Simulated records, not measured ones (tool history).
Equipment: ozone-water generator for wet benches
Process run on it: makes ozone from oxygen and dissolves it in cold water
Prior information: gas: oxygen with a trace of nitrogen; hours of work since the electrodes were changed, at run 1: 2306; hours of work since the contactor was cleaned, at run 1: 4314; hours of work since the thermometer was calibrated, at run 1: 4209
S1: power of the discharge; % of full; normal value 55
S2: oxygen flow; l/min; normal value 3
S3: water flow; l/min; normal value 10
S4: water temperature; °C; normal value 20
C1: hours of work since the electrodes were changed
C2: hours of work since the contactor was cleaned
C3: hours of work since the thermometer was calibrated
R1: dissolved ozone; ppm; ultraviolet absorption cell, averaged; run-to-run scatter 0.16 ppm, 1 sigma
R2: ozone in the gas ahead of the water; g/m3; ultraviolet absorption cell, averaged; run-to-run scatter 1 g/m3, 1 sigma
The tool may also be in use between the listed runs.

run    hour  S1    S2  S3  S4    C1    C2    C3    R1     R2
  1       0  55     3  10  20  2306  4314  4209  18.4  165.5
  2    58.4  55  2.03  10  20  2355  4363  4258  19.6  216.1
  3     132  55  2.03  10  20  2416  4424  4320  19.2  215.2
  4   191.3  55  2.03  10  20  2466  4474  4370  19.4  215.5
  5   236.9  55  2.03  10  20  2504  4512  4408  19.2  215.7
  6   289.1  55  2.03  10  20  2548  4556  4452  19.2  216.7
  7   359.7  55  2.03  10  20  2607  4615  4511  19.2  215.3
  8   452.7  55  2.03  10  20  2685  4694  4589  19.1  214.5
  9     502  55  2.03  10  20  2727  4735  4630  19.1  216.4
 10   587.5  55  2.03  10  20  2799  4807  4702    19  212.5
 11   627.6  55  2.03  10  20  2832  4840  4736  19.1  212.3
 12   704.6  55  2.03  10  20  2897  4905  4800  18.9  212.5
 13   783.1  55  2.03  10  20  2963  4971  4866  18.7    212
 14   875.1  55     3  10  20  3040  5048  4943  17.7  164.1
 15   958.6  55     3  10  20  3110  5118  5013  17.8  162.1
      990.5  -- contactor cleaned
 16  1008.3  55     3  10  20  3148    15  5052  19.5    161
 17  1091.3  55     3  10  20  3218    85  5121  18.9  161.8
 18    1162  59  1.54   9  24  3277   144  5181  22.7  268.2
 19  1225.6  81   4.1   6  24  3331   197  5234  29.2  179.3
     1262.8  -- water thermometer calibrated
 20  1292.3  71  4.26  16  15  3386   253    25    17  155.8
 21  1331.4  71  4.26  16  15  3419   286    58  16.9  156.3
 22    1394  71  4.26  16  15  3471   338   110  16.6  155.7
 23  1433.1  61   2.4  10  12  3504   371   143  23.4  202.6
 24    1523  61  1.92  12  25  3580   446   218  17.9  234.9
 25  1596.9  61  1.92  12  25  3642   508   280  17.7  233.9
 26  1670.3  55  3.72  10  20  3703   570   342    18  136.9
 27  1724.5  55  3.72  10  20  3749   615   387    18  138.6
 28  1778.7  55  3.62  10  26  3794   661   433  16.1  140.4
 29  1817.2  55  1.56  10  27  3826   693   465  18.3    248
 30    1908  55     3  10  23  3903   769   541  17.7  160.4
 31    1958  55   4.2   7  23  3945   811   583  19.9  127.2
 32  2011.2  71  4.58  14  21  3989   856   628  16.3  146.4

3 options for the next run, each taken on its own from the tool as it stands now. Forecast them:
  A  2083.1  71  4.63   9  25  4050  916  688   ?   ?
  B  2083.1  55     3  15  20  4050  916  688   ?   ?
  C  2083.1  44     3   9  20  4050  916  688   ?   ?

run    R1     R2
  A  19.7  143.1
  B  13.4  157.2
  C  16.7  131.1
With the hidden condition removed and each run's random variation left untouched, the same runs would have given:
run    R1     R2
  A    23  164.5
  B  15.2  175.4
  C  18.4  142.5
